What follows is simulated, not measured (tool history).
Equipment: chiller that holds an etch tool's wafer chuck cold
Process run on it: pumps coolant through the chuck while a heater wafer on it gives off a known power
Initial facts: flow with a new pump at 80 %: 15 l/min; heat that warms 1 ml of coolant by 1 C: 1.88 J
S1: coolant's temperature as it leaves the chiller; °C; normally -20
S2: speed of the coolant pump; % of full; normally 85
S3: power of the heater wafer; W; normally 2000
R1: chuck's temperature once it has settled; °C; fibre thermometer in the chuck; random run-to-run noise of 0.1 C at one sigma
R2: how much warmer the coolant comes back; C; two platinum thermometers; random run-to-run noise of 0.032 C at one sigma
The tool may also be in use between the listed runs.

Run 1, hour 0: usual settings. Result: R1 -5.2 °C, R2 3.96 C.
Run 2, hour 101.3: usual settings. Result: R1 -5.2 °C, R2 3.94 C.
At hour 172.2: coolant changed, channels flushed.
Run 3, hour 211.9: usual settings. Result: R1 -7.3 °C, R2 3.97 C.
Run 4, hour 308.9: usual settings. Result: R1 -7.4 °C, R2 3.95 C.
Run 5, hour 357.9: usual settings. Result: R1 -7.4 °C, R2 3.98 C.
Run 6, hour 422.5: usual settings. Result: R1 -7.5 °C, R2 4.06 C.
Run 7, hour 486.1: usual settings. Result: R1 -7.4 °C, R2 3.96 C.
Run 8, hour 587.2: usual settings. Result: R1 -7.3 °C, R2 3.99 C.
Run 9, hour 688.9: usual settings but S3 2123 W. Result: R1 -6.4 °C, R2 4.28 C.
Run 10, hour 754.7: usual settings. Result: R1 -7.1 °C, R2 4.01 C.
Run 11, hour 817.7: usual settings. Result: R1 -7 °C, R2 3.99 C.
Run 12, hour 886: usual settings. Result: R1 -7.1 °C, R2 4.01 C.
Run 13, hour 981.3: usual settings. Result: R1 -6.9 °C, R2 4 C.
Run 14, hour 1082.2: usual settings. Result: R1 -6.9 °C, R2 4.06 C.
Run 15, hour 1159.8: usual settings but S1 -18 °C, S2 98 % of full, S3 2541 W. Result: R1 -3.7 °C, R2 4.35 C.
Run 16, hour 1219.2: usual settings but S1 -18 °C, S2 98 % of full, S3 2541 W. Result: R1 -3.5 °C, R2 4.37 C.
Run 17, hour 1300.9: usual settings but S1 -17 °C, S2 79 % of full, S3 1902 W. Result: R1 -3.4 °C, R2 4.18 C.
Run 18, hour 1391.1: usual settings but S2 79 % of full. Result: R1 -5.6 °C, R2 4.43 C.
Run 19, hour 1478.8: usual settings but S1 -21 °C, S2 79 % of full. Result: R1 -6.7 °C, R2 4.42 C.
Run 20, hour 1559.3: usual settings but S1 -21 °C, S2 79 % of full. Result: R1 -6.6 °C, R2 4.43 C.
Run 21, hour 1659.3: usual settings but S1 -29 °C, S2 94 % of full, S3 2399 W. Result: R1 -14.5 °C, R2 4.41 C.
Run 22, hour 1770.3: usual settings but S1 -22 °C. Result: R1 -8.5 °C, R2 4.07 C.
Run 23, hour 1854.8: usual settings but S3 1714 W. Result: R1 -8.4 °C, R2 3.5 C.
Run 24, hour 1969.7: usual settings but S3 1693 W. Result: R1 -8.5 °C, R2 3.48 C.
Run 25, hour 2035.9: usual settings but S3 1693 W. Result: R1 -8.3 °C, R2 3.49 C.
Run 26, hour 2091.3: usual settings but S1 -13 °C, S2 88 % of full, S3 2351 W. Result: R1 2.6 °C, R2 4.67 C.
Run 27, hour 2207.1: usual settings but S1 -15 °C. Result: R1 -1.2 °C, R2 4.11 C.

Branching from run 27: 4 alternative next runs. What would each branch give?
Run A, hour 2309: usual settings but S1 -22 °C, S2 77 % of full, S3 1213 W. Result: R1 ?, R2 ?.
Run B, hour 2309: usual settings but S2 90 % of full, S3 2757 W. Result: R1 ?, R2 ?.
Run C, hour 2309: usual settings but S3 1441 W. Result: R1 ?, R2 ?.
Run D, hour 2309: usual settings but S1 -11 °C, S2 74 % of full. Result: R1 ?, R2 ?.

run     R1    R2
  A  -12.6  2.77
  B   -1.9  5.37
  C   -9.8  2.96
  D    4.9  4.82
With no hidden state in the tool, these same runs would have given:
run     R1    R2
  A  -13.7  2.66
  B   -3.8  5.16
  C    -11  2.84
  D    3.2  4.63
